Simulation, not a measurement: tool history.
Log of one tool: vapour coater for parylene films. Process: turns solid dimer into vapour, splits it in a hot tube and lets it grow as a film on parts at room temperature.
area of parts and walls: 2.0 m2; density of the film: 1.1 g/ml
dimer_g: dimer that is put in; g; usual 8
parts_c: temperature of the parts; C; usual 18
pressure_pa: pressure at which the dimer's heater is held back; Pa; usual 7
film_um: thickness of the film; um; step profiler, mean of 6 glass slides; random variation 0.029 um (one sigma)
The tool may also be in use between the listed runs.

run,hour,dimer_g,parts_c,pressure_pa,film_um
1,0,8,18,7,2.49
2,26.3,8,19,7,2.38
3,41.9,6,18,7,1.81
4,67.1,8,18,7,2.46
5,94.2,8,18,7,2.41
6,125.2,5,18,7,1.52
7,152.1,5,18,7,1.46
8,183.6,5,18,7,1.52
9,210.8,8,18,9.72,2.24
10,235.6,8,18,7,2.38
11,255.6,8,18,4.13,2.69
12,275.2,5,18,7,1.47
# hour 284.5: trap's valve overhauled
13,304.3,5,18,7,1.61
# hour 307.5: table's thermometer calibrated
14,334.2,9,18,8.27,2.81
15,366.5,8,17,3.5,3.07
16,386.2,13,18,7,4.17
# hour 399.2: table's thermometer calibrated, once more
17,422.5,13,18,7,4.16
18,448.5,13,18,7,4.07
19,475.7,13,11,3.54,5.61
20,497,8,16,7.75,2.59
21,523.5,8,13,8.06,2.79
22,540.8,6,10,6.56,2.34
23,565,6,10,6.56,2.3
24,597.5,6,10,2.5,2.56
25,628,3,15,10.05,0.9

Hidden state or all else? Some run-to-run changes of film_um, split into what the settings, what came in and random variation would give without the hidden state, and what is left for the hidden state (with any gauge scatter that isn't in both results):
The hidden state here: vapour lost through the trap's worn valve, %; true temperature of the parts over the reading, C; drift of the gauge itself on film_um, %.
Run 12 -> 13: trap's valve overhauled. film_um +0.14 um: hidden state +0.13, all else +0.01.
Run 19 -> 20: dimer_g 13 -> 8, parts_c 11 -> 16, pressure_pa 3.54 -> 7.75. film_um -3.02 um: hidden state +0.11, all else -3.13.
Run 24 -> 25: dimer_g 6 -> 3, parts_c 10 -> 15, pressure_pa 2.5 -> 10.05. film_um -1.66 um: hidden state +0.1, all else -1.76.
